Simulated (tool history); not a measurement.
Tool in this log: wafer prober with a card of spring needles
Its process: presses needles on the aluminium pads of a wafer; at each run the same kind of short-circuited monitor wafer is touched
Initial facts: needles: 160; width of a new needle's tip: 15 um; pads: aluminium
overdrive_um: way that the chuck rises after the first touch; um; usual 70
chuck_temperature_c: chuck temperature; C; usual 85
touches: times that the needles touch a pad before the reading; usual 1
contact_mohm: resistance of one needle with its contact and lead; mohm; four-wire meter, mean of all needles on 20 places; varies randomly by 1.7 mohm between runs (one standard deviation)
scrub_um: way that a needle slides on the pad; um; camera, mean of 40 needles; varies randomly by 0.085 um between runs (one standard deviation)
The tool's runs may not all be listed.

{"run": 1, "hour": 0.0, "overdrive_um": 70, "chuck_temperature_c": 85, "touches": 1, "contact_mohm": 192, "scrub_um": 16.68}
{"hour": 9.4, "done": "tips cleaned on abrasive film"}
{"run": 2, "hour": 17.0, "overdrive_um": 70, "chuck_temperature_c": 85, "touches": 1, "contact_mohm": 231, "scrub_um": 16.51}
{"hour": 19.5, "done": "tips cleaned on abrasive film"}
{"hour": 29.2, "done": "tips cleaned on abrasive film"}
{"run": 3, "hour": 32.4, "overdrive_um": 70, "chuck_temperature_c": 85, "touches": 1, "contact_mohm": 208, "scrub_um": 16.32}
{"hour": 40.2, "done": "tips cleaned on abrasive film"}
{"run": 4, "hour": 47.6, "overdrive_um": 70, "chuck_temperature_c": 85, "touches": 1, "contact_mohm": 235, "scrub_um": 16.48}
{"hour": 50.1, "done": "tips cleaned on abrasive film"}
{"hour": 61.6, "done": "tips cleaned on abrasive film"}
{"hour": 71.8, "done": "tips cleaned on abrasive film"}
{"run": 5, "hour": 71.8, "overdrive_um": 70, "chuck_temperature_c": 85, "touches": 1, "contact_mohm": 180, "scrub_um": 16.41}
{"hour": 82.0, "done": "tips cleaned on abrasive film"}
{"hour": 92.1, "done": "tips cleaned on abrasive film"}
{"run": 6, "hour": 95.7, "overdrive_um": 70, "chuck_temperature_c": 85, "touches": 1, "contact_mohm": 217, "scrub_um": 16.4}
{"hour": 102.1, "done": "tips cleaned on abrasive film"}
{"hour": 112.6, "done": "tips cleaned on abrasive film"}
{"hour": 124.1, "done": "tips cleaned on abrasive film"}
{"run": 7, "hour": 125.4, "overdrive_um": 70, "chuck_temperature_c": 85, "touches": 1, "contact_mohm": 189, "scrub_um": 16.31}
{"hour": 134.3, "done": "tips cleaned on abrasive film"}
{"hour": 145.6, "done": "tips cleaned on abrasive film"}
{"run": 8, "hour": 153.9, "overdrive_um": 70, "chuck_temperature_c": 85, "touches": 1, "contact_mohm": 243, "scrub_um": 16.22}
{"hour": 156.4, "done": "tips cleaned on abrasive film"}
{"hour": 156.7, "done": "height of the first contact set anew"}
{"hour": 168.2, "done": "tips cleaned on abrasive film"}
{"run": 9, "hour": 169.3, "overdrive_um": 70, "chuck_temperature_c": 85, "touches": 1, "contact_mohm": 197, "scrub_um": 15.89}
{"hour": 178.3, "done": "tips cleaned on abrasive film"}
{"run": 10, "hour": 184.2, "overdrive_um": 70, "chuck_temperature_c": 85, "touches": 2, "contact_mohm": 209, "scrub_um": 16.01}
{"hour": 188.7, "done": "tips cleaned on abrasive film"}
{"hour": 199.8, "done": "tips cleaned on abrasive film"}
{"hour": 209.6, "done": "tips cleaned on abrasive film"}
{"run": 11, "hour": 209.6, "overdrive_um": 70, "chuck_temperature_c": 85, "touches": 2, "contact_mohm": 178, "scrub_um": 15.83}
{"hour": 219.7, "done": "tips cleaned on abrasive film"}
{"hour": 230.6, "done": "tips cleaned on abrasive film"}
{"run": 12, "hour": 238.2, "overdrive_um": 70, "chuck_temperature_c": 85, "touches": 2, "contact_mohm": 216, "scrub_um": 15.83}
{"hour": 240.7, "done": "tips cleaned on abrasive film"}
{"hour": 250.8, "done": "tips cleaned on abrasive film"}
{"hour": 257.2, "done": "height of the first contact set anew, once more"}
{"run": 13, "hour": 257.2, "overdrive_um": 70, "chuck_temperature_c": 39, "touches": 1, "contact_mohm": 220, "scrub_um": 16.94}
{"hour": 262.1, "done": "tips cleaned on abrasive film"}
{"hour": 271.9, "done": "tips cleaned on abrasive film"}
{"run": 14, "hour": 278.3, "overdrive_um": 70, "chuck_temperature_c": 85, "touches": 3, "contact_mohm": 194, "scrub_um": 16.99}
{"hour": 282.3, "done": "tips cleaned on abrasive film"}
{"hour": 292.6, "done": "tips cleaned on abrasive film"}
{"hour": 304.0, "done": "tips cleaned on abrasive film"}
{"run": 15, "hour": 309.4, "overdrive_um": 70, "chuck_temperature_c": 85, "touches": 3, "contact_mohm": 195, "scrub_um": 16.79}
{"hour": 315.4, "done": "tips cleaned on abrasive film"}
{"hour": 326.2, "done": "tips cleaned on abrasive film"}
{"hour": 337.0, "done": "tips cleaned on abrasive film"}
{"run": 16, "hour": 337.0, "overdrive_um": 70, "chuck_temperature_c": 33, "touches": 2, "contact_mohm": 169, "scrub_um": 16.67}
{"hour": 347.3, "done": "tips cleaned on abrasive film"}
{"run": 17, "hour": 354.7, "overdrive_um": 70, "chuck_temperature_c": 33, "touches": 2, "contact_mohm": 210, "scrub_um": 16.49}
{"hour": 357.2, "done": "tips cleaned on abrasive film"}
{"hour": 367.6, "done": "tips cleaned on abrasive film"}
{"hour": 377.7, "done": "tips cleaned on abrasive film"}
{"run": 18, "hour": 382.4, "overdrive_um": 56, "chuck_temperature_c": 30, "touches": 1, "contact_mohm": 252, "scrub_um": 13.3}
{"hour": 389.6, "done": "tips cleaned on abrasive film"}
{"hour": 400.6, "done": "tips cleaned on abrasive film"}
{"hour": 410.4, "done": "tips cleaned on abrasive film"}
{"run": 19, "hour": 411.2, "overdrive_um": 56, "chuck_temperature_c": 61, "touches": 3, "contact_mohm": 181, "scrub_um": 13.25}
{"hour": 420.7, "done": "tips cleaned on abrasive film"}
{"hour": 432.3, "done": "tips cleaned on abrasive film"}
{"run": 20, "hour": 441.0, "overdrive_um": 70, "chuck_temperature_c": 105, "touches": 1, "contact_mohm": 250, "scrub_um": 16.48}
{"hour": 443.5, "done": "tips cleaned on abrasive film"}
{"hour": 455.2, "done": "tips cleaned on abrasive film"}
{"run": 21, "hour": 458.9, "overdrive_um": 80, "chuck_temperature_c": 43, "touches": 1, "contact_mohm": 198, "scrub_um": 18.93}
{"hour": 465.7, "done": "tips cleaned on abrasive film"}
{"hour": 475.4, "done": "tips cleaned on abrasive film"}
{"run": 22, "hour": 483.5, "overdrive_um": 80, "chuck_temperature_c": 43, "touches": 1, "contact_mohm": 223, "scrub_um": 18.79}
{"hour": 486.0, "done": "tips cleaned on abrasive film"}
{"hour": 497.0, "done": "tips cleaned on abrasive film"}
{"hour": 509.1, "done": "tips cleaned on abrasive film"}
{"run": 23, "hour": 510.2, "overdrive_um": 52, "chuck_temperature_c": 85, "touches": 1, "contact_mohm": 215, "scrub_um": 12.19}
{"hour": 519.1, "done": "tips cleaned on abrasive film"}
{"hour": 530.7, "done": "tips cleaned on abrasive film"}
{"run": 24, "hour": 532.7, "overdrive_um": 57, "chuck_temperature_c": 45, "touches": 2, "contact_mohm": 200, "scrub_um": 13.27}
{"hour": 542.2, "done": "tips cleaned on abrasive film"}
{"hour": 554.2, "done": "tips cleaned on abrasive film"}
{"run": 25, "hour": 559.9, "overdrive_um": 57, "chuck_temperature_c": 45, "touches": 2, "contact_mohm": 233, "scrub_um": 13.23}
{"hour": 565.5, "done": "tips cleaned on abrasive film"}
{"hour": 577.2, "done": "tips cleaned on abrasive film"}
{"run": 26, "hour": 586.5, "overdrive_um": 76, "chuck_temperature_c": 81, "touches": 2, "contact_mohm": 216, "scrub_um": 17.83}
{"hour": 589.0, "done": "tips cleaned on abrasive film"}
{"hour": 599.9, "done": "tips cleaned on abrasive film"}
{"run": 27, "hour": 605.4, "overdrive_um": 88, "chuck_temperature_c": 53, "touches": 2, "contact_mohm": 189, "scrub_um": 20.5}
{"hour": 609.8, "done": "tips cleaned on abrasive film"}
{"hour": 621.3, "done": "tips cleaned on abrasive film"}
{"hour": 632.1, "done": "tips cleaned on abrasive film"}
{"run": 28, "hour": 640.6, "overdrive_um": 70, "chuck_temperature_c": 124, "touches": 1, "contact_mohm": 258, "scrub_um": 16.1}

Consider 5 possible next runs. They are alternatives, not a sequence: every one starts from the tool as it was left by run 28. What does each give?
{"hour": 642.5, "done": "tips cleaned on abrasive film"}
{"hour": 652.6, "done": "tips cleaned on abrasive film"}
{"hour": 664.5, "done": "tips cleaned on abrasive film"}
{"hour": 674.5, "done": "tips cleaned on abrasive film"}
{"run": "A", "hour": 674.5, "overdrive_um": 66, "chuck_temperature_c": 45, "touches": 1, "contact_mohm": "?", "scrub_um": "?"}
{"hour": 642.5, "done": "tips cleaned on abrasive film"}
{"hour": 652.6, "done": "tips cleaned on abrasive film"}
{"hour": 664.5, "done": "tips cleaned on abrasive film"}
{"hour": 674.5, "done": "tips cleaned on abrasive film"}
{"run": "B", "hour": 674.5, "overdrive_um": 81, "chuck_temperature_c": 61, "touches": 2, "contact_mohm": "?", "scrub_um": "?"}
{"hour": 642.5, "done": "tips cleaned on abrasive film"}
{"hour": 652.6, "done": "tips cleaned on abrasive film"}
{"hour": 664.5, "done": "tips cleaned on abrasive film"}
{"hour": 674.5, "done": "tips cleaned on abrasive film"}
{"run": "C", "hour": 674.5, "overdrive_um": 51, "chuck_temperature_c": 124, "touches": 2, "contact_mohm": "?", "scrub_um": "?"}
{"hour": 642.5, "done": "tips cleaned on abrasive film"}
{"hour": 652.6, "done": "tips cleaned on abrasive film"}
{"hour": 664.5, "done": "tips cleaned on abrasive film"}
{"hour": 674.5, "done": "tips cleaned on abrasive film"}
{"run": "D", "hour": 674.5, "overdrive_um": 53, "chuck_temperature_c": 85, "touches": 1, "contact_mohm": "?", "scrub_um": "?"}
{"hour": 642.5, "done": "tips cleaned on abrasive film"}
{"hour": 652.6, "done": "tips cleaned on abrasive film"}
{"hour": 664.5, "done": "tips cleaned on abrasive film"}
{"hour": 674.5, "done": "tips cleaned on abrasive film"}
{"run": "E", "hour": 674.5, "overdrive_um": 67, "chuck_temperature_c": 55, "touches": 2, "contact_mohm": "?", "scrub_um": "?"}

run=A contact_mohm=180 scrub_um=15.12
run=B contact_mohm=168 scrub_um=18.90
run=C contact_mohm=208 scrub_um=11.54
run=D contact_mohm=203 scrub_um=12.02
run=E contact_mohm=175 scrub_um=15.30
With the hidden condition removed and each run's random variation left untouched, the same runs would have given:
run=A contact_mohm=161 scrub_um=15.92
run=B contact_mohm=158 scrub_um=19.70
run=C contact_mohm=186 scrub_um=12.34
run=D contact_mohm=176 scrub_um=12.82
run=E contact_mohm=161 scrub_um=16.09
